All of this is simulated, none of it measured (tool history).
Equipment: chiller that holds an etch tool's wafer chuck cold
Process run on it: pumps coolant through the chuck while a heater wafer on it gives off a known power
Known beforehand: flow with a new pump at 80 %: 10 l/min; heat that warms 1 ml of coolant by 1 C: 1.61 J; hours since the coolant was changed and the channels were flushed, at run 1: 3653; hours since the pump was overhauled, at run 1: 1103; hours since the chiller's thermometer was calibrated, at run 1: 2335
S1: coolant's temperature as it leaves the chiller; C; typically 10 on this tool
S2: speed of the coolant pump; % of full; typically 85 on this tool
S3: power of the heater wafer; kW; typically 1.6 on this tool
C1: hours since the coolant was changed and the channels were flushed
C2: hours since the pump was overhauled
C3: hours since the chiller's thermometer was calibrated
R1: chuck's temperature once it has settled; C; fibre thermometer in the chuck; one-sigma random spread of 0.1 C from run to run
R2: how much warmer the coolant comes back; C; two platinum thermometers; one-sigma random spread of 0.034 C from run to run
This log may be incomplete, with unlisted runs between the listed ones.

Run 1, hour 0: usual settings; C1 3653; C2 1103; C3 2335. Result: R1 27.5 C, R2 5.68 C.
Run 2, hour 27: usual settings but S3 1.657 kW; C1 3680; C2 1130; C3 2362. Result: R1 28.2 C, R2 5.87 C.
Run 3, hour 58.2: usual settings but S3 1.657 kW; C1 3711; C2 1161; C3 2393. Result: R1 28.3 C, R2 5.92 C.
Run 4, hour 85.5: usual settings but S1 12 C; C1 3738; C2 1188; C3 2420. Result: R1 29.5 C, R2 5.73 C.
Run 5, hour 118.2: usual settings but S1 12 C; C1 3771; C2 1221; C3 2453. Result: R1 29.5 C, R2 5.65 C.
Run 6, hour 174.2: usual settings; C1 3827; C2 1277; C3 2509. Result: R1 27.7 C, R2 5.68 C.
Run 7, hour 225.1: usual settings but S2 96 % of full; C1 3878; C2 1328; C3 2560. Result: R1 25.9 C, R2 4.99 C.
Run 8, hour 248.8: usual settings but S2 96 % of full, S3 1.257 kW; C1 3902; C2 1351; C3 2584. Result: R1 22.5 C, R2 3.84 C.
Run 9, hour 287.6: usual settings but S2 96 % of full, S3 1.257 kW; C1 3940; C2 1390; C3 2622. Result: R1 22.6 C, R2 3.92 C.
Run 10, hour 330.7: usual settings but S2 96 % of full, S3 1.257 kW; C1 3983; C2 1433; C3 2665. Result: R1 22.8 C, R2 3.95 C.
Run 11, hour 378.8: usual settings but S2 96 % of full, S3 1.257 kW; C1 4032; C2 1481; C3 2714. Result: R1 22.6 C, R2 3.93 C.
Run 12, hour 423.7: usual settings but S2 96 % of full, S3 1.257 kW; C1 4076; C2 1526; C3 2759. Result: R1 22.5 C, R2 3.89 C.
Run 13, hour 452.7: usual settings but S2 96 % of full, S3 1.257 kW; C1 4105; C2 1555; C3 2787. Result: R1 22.6 C, R2 3.98 C.
At hour 460: coolant pump overhauled.
Run 14, hour 499: usual settings but S3 1.29 kW; C1 4147; C2 39; C3 2829. Result: R1 24.8 C, R2 4.66 C.
Run 15, hour 531.5: usual settings but S3 1.29 kW; C1 4179; C2 71; C3 2861. Result: R1 24.8 C, R2 4.72 C.
Run 16, hour 565: usual settings but S3 1.29 kW; C1 4213; C2 105; C3 2895. Result: R1 25 C, R2 4.71 C.
Run 17, hour 606.8: usual settings but S1 14 C, S2 80 % of full, S3 1.33 kW; C1 4255; C2 147; C3 2937. Result: R1 30.2 C, R2 5.16 C.
Run 18, hour 655.2: usual settings but S1 13 C, S3 1.5 kW; C1 4303; C2 195; C3 2985. Result: R1 30.3 C, R2 5.43 C.
Run 19, hour 709.6: usual settings but S1 2 C, S2 91 % of full, S3 1.589 kW; C1 4357; C2 250; C3 3039. Result: R1 19.1 C, R2 5.37 C.
At hour 719.6: coolant changed, channels flushed.
At hour 753.4: coolant pump overhauled, once more.
Run 20, hour 775.1: usual settings but S1 11 C, S2 98 % of full, S3 0.849 kW; C1 50; C2 22; C3 3094. Result: R1 18.8 C, R2 2.56 C.
Run 21, hour 809.5: usual settings but S1 4 C, S2 68 % of full, S3 0.853 kW; C1 85; C2 56; C3 3128. Result: R1 14.9 C, R2 3.86 C.
Run 22, hour 862.1: usual settings but S1 4 C, S2 68 % of full, S3 0.853 kW; C1 137; C2 109; C3 3181. Result: R1 14.9 C, R2 3.86 C.
Run 23, hour 902.4: usual settings but S1 17 C, S2 68 % of full, S3 0.853 kW; C1 178; C2 149; C3 3221. Result: R1 27.9 C, R2 3.86 C.
Run 24, hour 954.3: usual settings but S1 17 C, S2 68 % of full, S3 0.853 kW; C1 230; C2 201; C3 3273. Result: R1 28.1 C, R2 3.87 C.
Run 25, hour 991.5: usual settings but S1 17 C, S2 66 % of full, S3 0.853 kW; C1 267; C2 238; C3 3310. Result: R1 28.2 C, R2 3.94 C.
Run 26, hour 1036.3: usual settings but S1 17 C, S2 66 % of full, S3 0.853 kW; C1 312; C2 283; C3 3355. Result: R1 28.5 C, R2 3.95 C.
Run 27, hour 1092.7: usual settings but S1 3 C, S3 1.124 kW; C1 368; C2 339; C3 3412. Result: R1 14.7 C, R2 3.99 C.
Run 28, hour 1118.9: usual settings but S1 3 C, S2 94 % of full, S3 1.117 kW; C1 394; C2 365; C3 3438. Result: R1 13.5 C, R2 3.5 C.
Run 29, hour 1143.1: usual settings but S1 7 C, S2 94 % of full, S3 1.474 kW; C1 418; C2 390; C3 3462. Result: R1 20.8 C, R2 4.73 C.
Run 30, hour 1193.6: usual settings but S2 63 % of full; C1 469; C2 440; C3 3512. Result: R1 31.7 C, R2 7.86 C.
Run 31, hour 1224.4: usual settings but S1 11 C, S2 82 % of full, S3 1.073 kW; C1 500; C2 471; C3 3543. Result: R1 22.9 C, R2 3.92 C.

Predict each of these 3 candidate next runs independently; none follows another, all start after run 31:
Run A, hour 1257.5: usual settings but S1 18 C, S2 65 % of full, S3 1.073 kW; C1 533; C2 504; C3 3576. Result: R1 ?, R2 ?.
Run B, hour 1257.5: usual settings but S1 2 C, S2 81 % of full, S3 1.125 kW; C1 533; C2 504; C3 3576. Result: R1 ?, R2 ?.
Run C, hour 1257.5: usual settings but S1 8 C, S2 82 % of full, S3 1.321 kW; C1 533; C2 504; C3 3576. Result: R1 ?, R2 ?.

run    R1    R2
  A  32.3  5.09
  B  14.3  4.25
  C  22.2  4.85
With no hidden state in the tool, these same runs would have given:
run    R1    R2
  A  31.2  5.02
  B  13.2  4.19
  C  21.1  4.79
